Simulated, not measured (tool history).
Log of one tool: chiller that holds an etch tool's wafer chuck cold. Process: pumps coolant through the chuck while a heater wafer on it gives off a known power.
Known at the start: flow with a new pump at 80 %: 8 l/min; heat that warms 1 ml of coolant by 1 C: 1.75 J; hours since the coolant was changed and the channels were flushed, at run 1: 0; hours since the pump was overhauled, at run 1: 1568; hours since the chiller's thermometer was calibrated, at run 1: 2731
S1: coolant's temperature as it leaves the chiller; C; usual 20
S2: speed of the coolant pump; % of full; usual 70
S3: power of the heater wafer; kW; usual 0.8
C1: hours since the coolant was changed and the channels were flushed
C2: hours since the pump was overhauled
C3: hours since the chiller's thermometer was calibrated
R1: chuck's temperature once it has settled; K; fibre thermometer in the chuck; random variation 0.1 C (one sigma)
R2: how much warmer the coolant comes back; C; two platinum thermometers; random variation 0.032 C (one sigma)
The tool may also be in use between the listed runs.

| run | hour | S1 | S2 | S3 | C1 | C2 | C3 | R1 | R2 |
|---|---|---|---|---|---|---|---|---|---|
| 1 | 0 | 20 | 70 | 0.8 | 0 | 1568 | 2731 | 302.05 | 3.89 |
| 2 | 166.4 | 20 | 70 | 0.8 | 166 | 1735 | 2898 | 301.95 | 3.95 |
| 3 | 390.8 | 23 | 70 | 0.8 | 391 | 1959 | 3122 | 304.75 | 3.97 |
| 4 | 505.6 | 23 | 70 | 0.8 | 506 | 2074 | 3237 | 304.85 | 3.97 |
| 5 | 608.5 | 23 | 70 | 0.8 | 608 | 2177 | 3340 | 304.75 | 3.93 |
| 6 | 783.5 | 23 | 70 | 0.8 | 783 | 2352 | 3515 | 304.85 | 3.99 |
| 7 | 950.4 | 23 | 70 | 0.8 | 950 | 2519 | 3682 | 304.75 | 4.01 |
| 8 | 1104.2 | 20 | 70 | 0.833 | 1104 | 2673 | 3835 | 302.15 | 4.21 |
| 9 | 1257.9 | 20 | 98 | 0.833 | 1258 | 2826 | 3989 | 299.95 | 2.99 |
| 10 | 1357.2 | 20 | 70 | 0.678 | 1357 | 2926 | 4088 | 300.55 | 3.44 |
| 11 | 1580.5 | 20 | 70 | 0.678 | 1580 | 3149 | 4312 | 300.45 | 3.47 |
| 12 | 1768.5 | 20 | 70 | 0.678 | 1769 | 3337 | 4500 | 300.55 | 3.45 |
| 13 | 1978.2 | 20 | 86 | 0.678 | 1978 | 3546 | 4709 | 299.35 | 2.89 |
|  | 2113.3 | chiller's thermometer calibrated |
| 14 | 2128.1 | 20 | 86 | 0.678 | 2127 | 3695 | 15 | 299.35 | 2.87 |
| 15 | 2269.4 | 20 | 86 | 0.678 | 2268 | 3837 | 156 | 299.45 | 2.94 |
| 16 | 2420.4 | 20 | 86 | 0.678 | 2419 | 3988 | 307 | 299.25 | 2.95 |
| 17 | 2550.3 | 20 | 86 | 0.678 | 2549 | 4118 | 437 | 299.25 | 2.88 |
| 18 | 2701.6 | 28 | 86 | 0.569 | 2701 | 4269 | 588 | 306.25 | 2.5 |
| 19 | 2879 | 21 | 86 | 0.829 | 2878 | 4446 | 766 | 301.85 | 3.54 |
| 20 | 3043 | 21 | 86 | 0.829 | 3042 | 4610 | 930 | 301.75 | 3.59 |
| 21 | 3226.6 | 20 | 70 | 1.044 | 3226 | 4794 | 1113 | 304.55 | 5.38 |
| 22 | 3447.3 | 20 | 61 | 0.502 | 3446 | 5015 | 1334 | 299.45 | 3.2 |
| 23 | 3577.9 | 18 | 63 | 0.55 | 3577 | 5145 | 1465 | 297.75 | 3.35 |
| 24 | 3757.9 | 18 | 63 | 1.088 | 3757 | 5325 | 1645 | 304.05 | 6.29 |
| 25 | 3946.2 | 18 | 63 | 1.088 | 3945 | 5514 | 1833 | 304.25 | 6.33 |
| 26 | 4066 | 21 | 85 | 0.693 | 4065 | 5633 | 1953 | 300.65 | 3.12 |
|  | 4123.7 | gauge calibrated |
| 27 | 4242.5 | 21 | 85 | 0.693 | 4242 | 5810 | 2129 | 300.55 | 2.81 |
| 28 | 4347.6 | 27 | 70 | 0.891 | 4347 | 5915 | 2234 | 309.75 | 4.43 |
| 29 | 4447.4 | 11 | 70 | 0.518 | 4446 | 6015 | 2334 | 289.85 | 2.53 |
| 30 | 4565.1 | 11 | 70 | 0.618 | 4564 | 6132 | 2452 | 290.85 | 3 |
| 31 | 4781.8 | 22 | 72 | 0.419 | 4781 | 6349 | 2669 | 299.65 | 2.09 |
| 32 | 4978.4 | 22 | 72 | 0.419 | 4977 | 6546 | 2865 | 299.55 | 2.07 |

Forecast each of these 3 alternatives for the next run:
| A | 5164.3 | 22 | 76 | 0.419 | 5163 | 6732 | 3051 | ? | ? |
| B | 5164.3 | 14 | 72 | 0.419 | 5163 | 6732 | 3051 | ? | ? |
| C | 5164.3 | 22 | 72 | 0.608 | 5163 | 6732 | 3051 | ? | ? |

| run | R1 | R2 |
|---|---|---|
| A | 299.55 | 1.95 |
| B | 291.75 | 2.1 |
| C | 301.45 | 2.92 |
Without the tool's hidden state the same runs would have given:
| run | R1 | R2 |
|---|---|---|
| A | 299.55 | 1.86 |
| B | 291.75 | 2.01 |
| C | 301.45 | 2.83 |
